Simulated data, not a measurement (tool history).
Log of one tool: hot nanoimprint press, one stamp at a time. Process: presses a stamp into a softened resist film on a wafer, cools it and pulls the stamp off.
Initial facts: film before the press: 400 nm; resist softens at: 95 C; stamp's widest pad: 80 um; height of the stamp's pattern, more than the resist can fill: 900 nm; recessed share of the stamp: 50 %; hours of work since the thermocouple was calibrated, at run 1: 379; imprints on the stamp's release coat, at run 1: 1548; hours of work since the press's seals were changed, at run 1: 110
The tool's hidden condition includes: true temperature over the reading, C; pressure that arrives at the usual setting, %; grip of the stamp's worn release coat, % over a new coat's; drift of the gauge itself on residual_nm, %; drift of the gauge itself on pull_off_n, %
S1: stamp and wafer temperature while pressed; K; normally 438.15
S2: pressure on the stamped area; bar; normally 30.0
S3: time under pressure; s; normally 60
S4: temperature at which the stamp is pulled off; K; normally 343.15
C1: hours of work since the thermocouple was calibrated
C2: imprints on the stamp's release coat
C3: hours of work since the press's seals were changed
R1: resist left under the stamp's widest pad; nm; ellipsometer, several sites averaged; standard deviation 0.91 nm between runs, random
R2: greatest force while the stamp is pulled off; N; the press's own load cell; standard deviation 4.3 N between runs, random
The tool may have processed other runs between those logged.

run 1 hour=0.0 | S1=438.15 S2=30.0 S3=60 S4=343.15 | C1=379 C2=1548 C3=110 | R1=186.0 R2=327
run 2 hour=13.3 | S1=438.15 S2=30.0 S3=60 S4=343.15 | C1=384 C2=1581 C3=116 | R1=184.7 R2=328
run 3 hour=35.0 | S1=438.15 S2=30.0 S3=60 S4=343.15 | C1=393 C2=1636 C3=124 | R1=186.0 R2=317
run 4 hour=46.5 | S1=438.15 S2=30.7 S3=60 S4=343.15 | C1=398 C2=1664 C3=129 | R1=187.1 R2=330
run 5 hour=70.1 | S1=438.15 S2=30.7 S3=60 S4=343.15 | C1=407 C2=1723 C3=139 | R1=184.7 R2=335
run 6 hour=89.4 | S1=438.15 S2=30.7 S3=60 S4=343.15 | C1=415 C2=1771 C3=146 | R1=183.8 R2=337
run 7 hour=107.0 | S1=438.15 S2=30.0 S3=60 S4=343.15 | C1=422 C2=1815 C3=153 | R1=187.5 R2=344
run 8 hour=128.8 | S1=438.15 S2=30.0 S3=60 S4=343.15 | C1=431 C2=1870 C3=162 | R1=187.2 R2=336
run 9 hour=148.2 | S1=438.15 S2=30.0 S3=60 S4=343.15 | C1=439 C2=1918 C3=170 | R1=184.7 R2=341
run 10 hour=168.8 | S1=438.15 S2=30.0 S3=60 S4=343.15 | C1=447 C2=1969 C3=178 | R1=188.7 R2=348
run 11 hour=191.5 | S1=438.15 S2=30.0 S3=45 S4=343.15 | C1=457 C2=2026 C3=188 | R1=208.5 R2=351
run 12 hour=214.0 | S1=438.15 S2=19.9 S3=60 S4=343.15 | C1=466 C2=2082 C3=197 | R1=226.1 R2=351
-- hour=233.6 plate thermocouple calibrated
run 13 hour=234.9 | S1=438.15 S2=30.0 S3=60 S4=343.15 | C1=1 C2=2127 C3=204 | R1=178.3 R2=358
run 14 hour=254.5 | S1=438.15 S2=30.0 S3=60 S4=340.15 | C1=8 C2=2176 C3=212 | R1=177.1 R2=372
-- hour=270.0 stamp cleaned and given a new release coat
run 15 hour=275.4 | S1=438.15 S2=30.0 S3=60 S4=340.15 | C1=15 C2=14 C3=218 | R1=179.9 R2=222
run 16 hour=289.3 | S1=438.15 S2=30.0 S3=70 S4=343.15 | C1=20 C2=48 C3=224 | R1=169.1 R2=210
run 17 hour=302.3 | S1=438.15 S2=30.0 S3=100 S4=343.15 | C1=25 C2=81 C3=229 | R1=148.0 R2=219
run 18 hour=323.4 | S1=438.15 S2=34.9 S3=100 S4=348.15 | C1=34 C2=134 C3=237 | R1=138.0 R2=207
run 19 hour=347.0 | S1=449.15 S2=40.8 S3=75 S4=342.15 | C1=43 C2=192 C3=247 | R1=102.2 R2=218
run 20 hour=361.1 | S1=436.15 S2=36.3 S3=75 S4=342.15 | C1=49 C2=227 C3=253 | R1=162.2 R2=234
run 21 hour=378.9 | S1=434.15 S2=30.8 S3=73 S4=334.15 | C1=56 C2=272 C3=260 | R1=187.2 R2=261
run 22 hour=400.1 | S1=444.15 S2=20.6 S3=60 S4=337.15 | C1=65 C2=325 C3=268 | R1=182.3 R2=262
run 23 hour=416.5 | S1=444.15 S2=20.6 S3=60 S4=337.15 | C1=72 C2=366 C3=275 | R1=180.6 R2=265
run 24 hour=440.0 | S1=444.15 S2=20.6 S3=60 S4=334.15 | C1=81 C2=424 C3=284 | R1=181.5 R2=273
run 25 hour=459.2 | S1=444.15 S2=20.6 S3=60 S4=334.15 | C1=89 C2=472 C3=292 | R1=179.2 R2=291
run 26 hour=472.8 | S1=435.15 S2=29.8 S3=35 S4=342.15 | C1=94 C2=506 C3=298 | R1=238.4 R2=253
run 27 hour=490.3 | S1=435.15 S2=29.8 S3=35 S4=342.15 | C1=101 C2=550 C3=305 | R1=237.0 R2=251
run 28 hour=510.1 | S1=435.15 S2=29.8 S3=35 S4=342.15 | C1=109 C2=599 C3=313 | R1=236.7 R2=253
run 29 hour=523.9 | S1=431.15 S2=30.0 S3=60 S4=335.15 | C1=115 C2=634 C3=318 | R1=226.4 R2=286
run 30 hour=539.4 | S1=431.15 S2=30.0 S3=60 S4=335.15 | C1=121 C2=672 C3=325 | R1=227.5 R2=291

Here are 3 independent what-if runs from the current tool condition. What would each one return?
run A hour=549.8 | S1=438.15 S2=28.2 S3=58 S4=334.15 | C1=125 C2=698 C3=329 | R1=? R2=?
run B hour=549.8 | S1=442.15 S2=19.8 S3=60 S4=350.15 | C1=125 C2=698 C3=329 | R1=? R2=?
run C hour=549.8 | S1=438.15 S2=30.0 S3=55 S4=329.15 | C1=125 C2=698 C3=329 | R1=? R2=?

run=A R1=190.1 R2=301
run=B R1=196.6 R2=228
run=C R1=186.7 R2=319
With no hidden state in the tool, these same runs would have given:
run=A R1=184.5 R2=248
run=B R1=191.5 R2=187
run=C R1=181.0 R2=264
